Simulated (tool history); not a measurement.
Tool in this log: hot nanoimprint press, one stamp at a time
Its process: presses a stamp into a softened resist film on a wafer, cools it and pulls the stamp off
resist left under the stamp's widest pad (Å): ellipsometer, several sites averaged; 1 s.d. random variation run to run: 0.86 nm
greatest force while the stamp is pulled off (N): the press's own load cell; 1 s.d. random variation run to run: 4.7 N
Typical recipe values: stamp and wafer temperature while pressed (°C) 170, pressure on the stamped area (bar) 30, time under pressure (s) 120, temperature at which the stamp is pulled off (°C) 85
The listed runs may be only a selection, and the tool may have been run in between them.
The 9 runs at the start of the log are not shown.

run,day,stamp and wafer temperature while pressed (°C),pressure on the stamped area (bar),time under pressure (s),temperature at which the stamp is pulled off (°C),hours of work since the thermocouple was calibrated,imprints on the stamp's release coat,hours of work since the press's seals were changed,resist left under the stamp's widest pad (Å),greatest force while the stamp is pulled off (N)
10,5.992,170,30,120,85,62,1399,310,1182,331
11,6.646,170,30,120,85,69,1433,316,1183,328
12,7.038,170,30,120,89,73,1454,320,1199,326
13,7.888,170,30,120,85,82,1498,329,1200,332
14,8.317,170,30,120,85,86,1520,334,1183,338
15,9.046,170,30,64,85,94,1558,341,1428,333
16,9.738,181,23.9,76,85,101,1594,348,1004,351
17,10.238,181,23.9,76,85,106,1619,354,975,342

Predict the results of run 18:
18,11.129,177,39.4,120,85,115,1666,363,?,?

{"run 18": {"resist left under the stamp's widest pad (Å)": 787, "greatest force while the stamp is pulled off (N)": 345}}
Take away the tool's hidden state, keep the run-to-run variation as it was, and the same run would have given resist left under the stamp's widest pad (Å) 762, greatest force while the stamp is pulled off (N) 229.

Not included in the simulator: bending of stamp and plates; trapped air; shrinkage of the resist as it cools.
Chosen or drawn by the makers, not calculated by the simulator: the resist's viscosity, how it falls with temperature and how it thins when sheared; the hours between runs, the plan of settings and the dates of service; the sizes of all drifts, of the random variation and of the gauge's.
